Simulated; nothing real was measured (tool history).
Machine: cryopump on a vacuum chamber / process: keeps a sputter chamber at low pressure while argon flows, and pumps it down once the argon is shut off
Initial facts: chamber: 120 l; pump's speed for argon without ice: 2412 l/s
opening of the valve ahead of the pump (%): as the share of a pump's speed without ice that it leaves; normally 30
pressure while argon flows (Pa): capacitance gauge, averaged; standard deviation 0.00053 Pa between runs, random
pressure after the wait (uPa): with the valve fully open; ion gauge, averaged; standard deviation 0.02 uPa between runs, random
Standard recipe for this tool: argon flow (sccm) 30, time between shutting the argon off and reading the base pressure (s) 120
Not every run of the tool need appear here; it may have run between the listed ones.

| run | hour | argon flow (sccm) | time between shutting the argon off and reading the base pressure (s) | opening of the valve ahead of the pump (%) | pressure while argon flows (Pa) | pressure after the wait (uPa) |
|---|---|---|---|---|---|---|
| 1 | 0.0 | 30 | 120 | 30 | 0.0752 | 0.76 |
| 2 | 53.1 | 30 | 120 | 30 | 0.0745 | 0.80 |
| 3 | 103.9 | 30 | 28 | 30 | 0.0762 | 1.36 |
| 4 | 174.2 | 30 | 28 | 30 | 0.0764 | 1.43 |
| 5 | 246.6 | 30 | 120 | 25 | 0.0901 | 0.92 |
| 6 | 313.0 | 30 | 120 | 42 | 0.0561 | 0.93 |
| 7 | 384.3 | 30 | 120 | 30 | 0.0768 | 0.96 |
| 8 | 433.9 | 30 | 120 | 30 | 0.0776 | 0.99 |
| 9 | 507.0 | 30 | 190 | 30 | 0.0775 | 0.95 |
|  | 555.8 | pump warmed up, emptied and cooled again |
| 10 | 573.4 | 30 | 120 | 30 | 0.0712 | 0.79 |
| 11 | 617.6 | 59 | 25 | 19 | 0.2179 | 1.49 |
| 12 | 669.9 | 59 | 25 | 19 | 0.2179 | 1.54 |
| 13 | 719.2 | 59 | 25 | 19 | 0.2178 | 1.50 |
| 14 | 772.6 | 46 | 191 | 57 | 0.0592 | 0.88 |
| 15 | 839.0 | 34 | 45 | 16 | 0.1502 | 1.26 |
| 16 | 882.0 | 44 | 249 | 24 | 0.1304 | 0.88 |
| 17 | 953.9 | 44 | 249 | 24 | 0.1299 | 0.93 |
| 18 | 1016.5 | 44 | 249 | 24 | 0.1314 | 0.90 |
| 19 | 1054.2 | 49 | 77 | 30 | 0.1176 | 1.17 |

4 options for the next run, each taken on its own from the tool as it stands now. Forecast them:
| A | 1111.2 | 13 | 77 | 30 | ? | ? |
| B | 1111.2 | 16 | 279 | 51 | ? | ? |
| C | 1111.2 | 18 | 77 | 30 | ? | ? |
| D | 1111.2 | 49 | 230 | 53 | ? | ? |

| run | pressure while argon flows (Pa) | pressure after the wait (uPa) |
|---|---|---|
| A | 0.0308 | 1.16 |
| B | 0.0241 | 0.97 |
| C | 0.0435 | 1.16 |
| D | 0.0688 | 1.02 |
Without the tool's hidden state the same runs would have given:
| run | pressure while argon flows (Pa) | pressure after the wait (uPa) |
|---|---|---|
| A | 0.0298 | 0.39 |
| B | 0.0229 | 0.17 |
| C | 0.0421 | 0.38 |
| D | 0.0650 | 0.23 |

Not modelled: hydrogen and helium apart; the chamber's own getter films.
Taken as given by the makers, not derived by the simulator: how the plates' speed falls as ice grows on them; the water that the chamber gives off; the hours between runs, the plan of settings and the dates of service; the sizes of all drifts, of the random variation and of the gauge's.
